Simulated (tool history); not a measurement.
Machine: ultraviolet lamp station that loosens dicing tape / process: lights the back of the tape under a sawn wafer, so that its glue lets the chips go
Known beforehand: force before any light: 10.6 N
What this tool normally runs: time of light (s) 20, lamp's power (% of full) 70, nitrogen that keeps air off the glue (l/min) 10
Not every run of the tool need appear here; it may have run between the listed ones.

| run | hour | time of light (s) | lamp's power (% of full) | nitrogen that keeps air off the glue (l/min) | force that peels the tape off (N) | light that reached the tape (mJ/cm²) |
|---|---|---|---|---|---|---|
| 1 | 0 | 20 | 70 | 10 | 1.516 | 389 |
| 2 | 21.2 | 20 | 70 | 10 | 1.519 | 388 |
| 3 | 37.8 | 20 | 70 | 10 | 1.559 | 386 |
| 4 | 67.5 | 20 | 70 | 10 | 1.592 | 391 |
| 5 | 87.7 | 20 | 70 | 10 | 1.544 | 389 |
| 6 | 107.7 | 20 | 70 | 10 | 1.525 | 389 |
| 7 | 123.8 | 20 | 70 | 10 | 1.545 | 386 |
| 8 | 153.6 | 20 | 70 | 10 | 1.523 | 384 |
| 9 | 177.1 | 32 | 81 | 10 | 0.432 | 719 |
| 10 | 215.3 | 32 | 81 | 10 | 0.434 | 722 |
| 11 | 232.2 | 20 | 70 | 11 | 1.416 | 388 |
| 12 | 252.8 | 20 | 70 | 11 | 1.393 | 386 |
| 13 | 282.5 | 20 | 86 | 10 | 1.031 | 481 |

What will run 14 give?
| 14 | 309.5 | 18 | 70 | 10 | ? | ? |

force that peels the tape off (N): 1.804
light that reached the tape (mJ/cm²): 350
Were there no unlogged condition in the tool, this run, its random variation unchanged, would have produced force that peels the tape off (N) 1.798, light that reached the tape (mJ/cm²) 350.
